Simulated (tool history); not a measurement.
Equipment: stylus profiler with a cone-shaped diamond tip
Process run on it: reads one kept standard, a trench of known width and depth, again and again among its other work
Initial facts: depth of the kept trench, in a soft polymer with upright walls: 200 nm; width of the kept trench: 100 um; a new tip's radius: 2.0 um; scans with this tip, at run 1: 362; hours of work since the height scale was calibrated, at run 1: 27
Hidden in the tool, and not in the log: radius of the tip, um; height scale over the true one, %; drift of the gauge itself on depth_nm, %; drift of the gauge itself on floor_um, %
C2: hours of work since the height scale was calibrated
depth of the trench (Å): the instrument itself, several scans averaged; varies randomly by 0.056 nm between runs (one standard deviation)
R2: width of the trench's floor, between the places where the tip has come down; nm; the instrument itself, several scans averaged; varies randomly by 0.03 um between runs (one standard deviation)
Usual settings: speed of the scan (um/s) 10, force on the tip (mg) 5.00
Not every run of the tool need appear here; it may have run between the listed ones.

run 1 hour=0.0 | speed_of_the_scan_(um/s)=10 force_on_the_tip_(mg)=5.00 | scans_with_this_tip=362 C2=27 | depth_of_the_trench_(Å)=2034.0 R2=98200
run 2 hour=13.7 | speed_of_the_scan_(um/s)=10 force_on_the_tip_(mg)=5.00 | scans_with_this_tip=439 C2=33 | depth_of_the_trench_(Å)=2034.6 R2=98190
run 3 hour=38.4 | speed_of_the_scan_(um/s)=10 force_on_the_tip_(mg)=1.87 | scans_with_this_tip=577 C2=43 | depth_of_the_trench_(Å)=2017.4 R2=98130
run 4 hour=51.1 | speed_of_the_scan_(um/s)=10 force_on_the_tip_(mg)=1.87 | scans_with_this_tip=647 C2=48 | depth_of_the_trench_(Å)=2018.1 R2=98140
run 5 hour=77.1 | speed_of_the_scan_(um/s)=16 force_on_the_tip_(mg)=1.87 | scans_with_this_tip=792 C2=59 | depth_of_the_trench_(Å)=2017.3 R2=98060
run 6 hour=89.8 | speed_of_the_scan_(um/s)=10 force_on_the_tip_(mg)=5.00 | scans_with_this_tip=862 C2=64 | depth_of_the_trench_(Å)=2034.0 R2=98120
run 7 hour=117.1 | speed_of_the_scan_(um/s)=10 force_on_the_tip_(mg)=5.00 | scans_with_this_tip=1015 C2=75 | depth_of_the_trench_(Å)=2033.8 R2=98090
run 8 hour=130.2 | speed_of_the_scan_(um/s)=10 force_on_the_tip_(mg)=5.00 | scans_with_this_tip=1088 C2=81 | depth_of_the_trench_(Å)=2034.3 R2=98050
run 9 hour=153.0 | speed_of_the_scan_(um/s)=10 force_on_the_tip_(mg)=5.00 | scans_with_this_tip=1215 C2=90 | depth_of_the_trench_(Å)=2033.3 R2=98080
run 10 hour=175.0 | speed_of_the_scan_(um/s)=4 force_on_the_tip_(mg)=5.00 | scans_with_this_tip=1338 C2=99 | depth_of_the_trench_(Å)=2034.6 R2=98050
run 11 hour=198.5 | speed_of_the_scan_(um/s)=4 force_on_the_tip_(mg)=5.00 | scans_with_this_tip=1468 C2=109 | depth_of_the_trench_(Å)=2033.4 R2=98040
run 12 hour=220.6 | speed_of_the_scan_(um/s)=4 force_on_the_tip_(mg)=5.00 | scans_with_this_tip=1592 C2=118 | depth_of_the_trench_(Å)=2034.8 R2=98020
run 13 hour=246.8 | speed_of_the_scan_(um/s)=4 force_on_the_tip_(mg)=5.00 | scans_with_this_tip=1737 C2=129 | depth_of_the_trench_(Å)=2034.5 R2=98060
run 14 hour=261.1 | speed_of_the_scan_(um/s)=4 force_on_the_tip_(mg)=5.00 | scans_with_this_tip=1817 C2=135 | depth_of_the_trench_(Å)=2032.7 R2=97970
run 15 hour=281.4 | speed_of_the_scan_(um/s)=2 force_on_the_tip_(mg)=10.46 | scans_with_this_tip=1930 C2=143 | depth_of_the_trench_(Å)=2054.3 R2=98070
run 16 hour=294.8 | speed_of_the_scan_(um/s)=2 force_on_the_tip_(mg)=2.81 | scans_with_this_tip=2004 C2=149 | depth_of_the_trench_(Å)=2022.3 R2=97960
run 17 hour=320.9 | speed_of_the_scan_(um/s)=3 force_on_the_tip_(mg)=3.83 | scans_with_this_tip=2150 C2=159 | depth_of_the_trench_(Å)=2026.4 R2=97920
run 18 hour=339.0 | speed_of_the_scan_(um/s)=23 force_on_the_tip_(mg)=10.99 | scans_with_this_tip=2251 C2=167 | depth_of_the_trench_(Å)=2057.6 R2=97930
run 19 hour=365.8 | speed_of_the_scan_(um/s)=2 force_on_the_tip_(mg)=11.02 | scans_with_this_tip=2400 C2=178 | depth_of_the_trench_(Å)=2056.5 R2=97900
run 20 hour=390.9 | speed_of_the_scan_(um/s)=7 force_on_the_tip_(mg)=5.00 | scans_with_this_tip=2540 C2=188 | depth_of_the_trench_(Å)=2033.4 R2=97890
run 21 hour=417.0 | speed_of_the_scan_(um/s)=29 force_on_the_tip_(mg)=2.30 | scans_with_this_tip=2685 C2=199 | depth_of_the_trench_(Å)=2018.1 R2=97740
run 22 hour=430.6 | speed_of_the_scan_(um/s)=36 force_on_the_tip_(mg)=7.61 | scans_with_this_tip=2761 C2=205 | depth_of_the_trench_(Å)=2044.1 R2=97780
run 23 hour=445.8 | speed_of_the_scan_(um/s)=4 force_on_the_tip_(mg)=2.74 | scans_with_this_tip=2846 C2=211 | depth_of_the_trench_(Å)=2021.9 R2=97860
run 24 hour=465.4 | speed_of_the_scan_(um/s)=2 force_on_the_tip_(mg)=4.45 | scans_with_this_tip=2955 C2=219 | depth_of_the_trench_(Å)=2030.6 R2=97880
run 25 hour=477.5 | speed_of_the_scan_(um/s)=8 force_on_the_tip_(mg)=2.05 | scans_with_this_tip=3022 C2=224 | depth_of_the_trench_(Å)=2018.1 R2=97760
run 26 hour=503.2 | speed_of_the_scan_(um/s)=8 force_on_the_tip_(mg)=2.05 | scans_with_this_tip=3166 C2=235 | depth_of_the_trench_(Å)=2018.1 R2=97780
run 27 hour=526.9 | speed_of_the_scan_(um/s)=8 force_on_the_tip_(mg)=2.05 | scans_with_this_tip=3298 C2=245 | depth_of_the_trench_(Å)=2017.3 R2=97780

Results for each run, recomputed without the tool's hidden state and with each run's random variation untouched:
run=1 depth_of_the_trench_(Å)=2034.1 R2=98230
run=2 depth_of_the_trench_(Å)=2034.7 R2=98230
run=3 depth_of_the_trench_(Å)=2017.6 R2=98190
run=4 depth_of_the_trench_(Å)=2018.3 R2=98210
run=5 depth_of_the_trench_(Å)=2017.7 R2=98160
run=6 depth_of_the_trench_(Å)=2034.4 R2=98230
run=7 depth_of_the_trench_(Å)=2034.3 R2=98220
run=8 depth_of_the_trench_(Å)=2034.8 R2=98190
run=9 depth_of_the_trench_(Å)=2033.8 R2=98240
run=10 depth_of_the_trench_(Å)=2035.2 R2=98230
run=11 depth_of_the_trench_(Å)=2034.1 R2=98240
run=12 depth_of_the_trench_(Å)=2035.5 R2=98230
run=13 depth_of_the_trench_(Å)=2035.3 R2=98300
run=14 depth_of_the_trench_(Å)=2033.6 R2=98220
run=15 depth_of_the_trench_(Å)=2055.2 R2=98330
run=16 depth_of_the_trench_(Å)=2023.2 R2=98240
run=17 depth_of_the_trench_(Å)=2027.4 R2=98210
run=18 depth_of_the_trench_(Å)=2058.7 R2=98240
run=19 depth_of_the_trench_(Å)=2057.6 R2=98220
run=20 depth_of_the_trench_(Å)=2034.6 R2=98240
run=21 depth_of_the_trench_(Å)=2019.4 R2=98110
run=22 depth_of_the_trench_(Å)=2045.5 R2=98160
run=23 depth_of_the_trench_(Å)=2023.3 R2=98250
run=24 depth_of_the_trench_(Å)=2032.0 R2=98280
run=25 depth_of_the_trench_(Å)=2019.5 R2=98170
run=26 depth_of_the_trench_(Å)=2019.5 R2=98210
run=27 depth_of_the_trench_(Å)=2018.8 R2=98230
